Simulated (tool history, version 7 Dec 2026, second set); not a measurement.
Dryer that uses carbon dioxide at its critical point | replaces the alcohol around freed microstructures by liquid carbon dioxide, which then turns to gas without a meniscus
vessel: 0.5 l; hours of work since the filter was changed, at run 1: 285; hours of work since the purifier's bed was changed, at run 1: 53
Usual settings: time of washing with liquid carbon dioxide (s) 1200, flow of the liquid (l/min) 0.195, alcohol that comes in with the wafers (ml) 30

run,hour,time of washing with liquid carbon dioxide (s),flow of the liquid (l/min),alcohol that comes in with the wafers (ml),hours of work since the filter was changed,hours of work since the purifier's bed was changed,alcohol left in the vessel before it's heated (ppm by volume)
1,0,1200,0.195,30,285,53,127
2,15.2,1200,0.195,30,292,60,131
3,33.2,1200,0.306,30,300,68,28
4,46.6,1200,0.228,30,306,74,65
# hour 53.7: inlet filter changed
5,57.4,1200,0.228,30,2,78,55
6,68.6,1200,0.195,30,7,83,94
7,86.4,1200,0.195,30,14,91,97
8,100.8,1200,0.195,30,21,97,105
9,118.3,1200,0.195,30,28,105,115
10,140.4,1200,0.195,30,38,115,118
11,159.6,1200,0.195,30,47,123,107
12,180.7,1200,0.12,30,56,133,950
13,200.5,1200,0.195,30,65,141,124
14,220.6,1200,0.195,30,74,150,134
15,243.6,1200,0.195,30,84,160,129
16,254,1200,0.195,30,88,165,130
17,276.4,1200,0.195,30,98,175,142
18,296.6,1200,0.195,30,107,184,137
19,307.6,1200,0.195,30,112,189,152
20,323.5,1200,0.195,30,119,196,137
21,346.7,1200,0.195,30,129,206,157
22,367.3,1200,0.195,30,138,215,149
23,378.4,1200,0.195,31,143,220,167
24,393.5,1200,0.195,24,150,226,141
25,411.4,1560,0.185,76,158,234,127
26,423.6,1200,0.201,118,163,240,376
27,447.3,1200,0.178,40,174,250,299
28,457.9,1080,0.145,69,178,255,1845
29,473.4,1200,0.281,51,185,262,93
30,493,1200,0.214,86,194,270,233
31,515.1,960,0.18,21,204,280,448
32,535.5,780,0.165,35,213,289,2192
33,555.2,780,0.165,35,221,298,2104
34,574.2,1440,0.327,30,230,306,91
35,596.6,900,0.327,30,240,316,114
36,615.6,1200,0.195,97,248,324,462
37,628.8,1200,0.154,41,254,330,629
38,650.4,1800,0.275,41,263,340,98
39,664.3,1800,0.275,41,269,346,102
40,684.8,1800,0.275,41,278,355,109
41,702.9,900,0.31,43,286,363,159
42,717.9,900,0.31,43,293,370,174
43,737.2,1380,0.31,43,302,378,110

Run 44 comes next. What will it give?
# hour 753.3: inlet filter changed
44,756,1380,0.31,43,1,386,?

alcohol left in the vessel before it's heated (ppm by volume): 111
Without the tool's hidden state the same run would have given alcohol left in the vessel before it's heated (ppm by volume) 0.

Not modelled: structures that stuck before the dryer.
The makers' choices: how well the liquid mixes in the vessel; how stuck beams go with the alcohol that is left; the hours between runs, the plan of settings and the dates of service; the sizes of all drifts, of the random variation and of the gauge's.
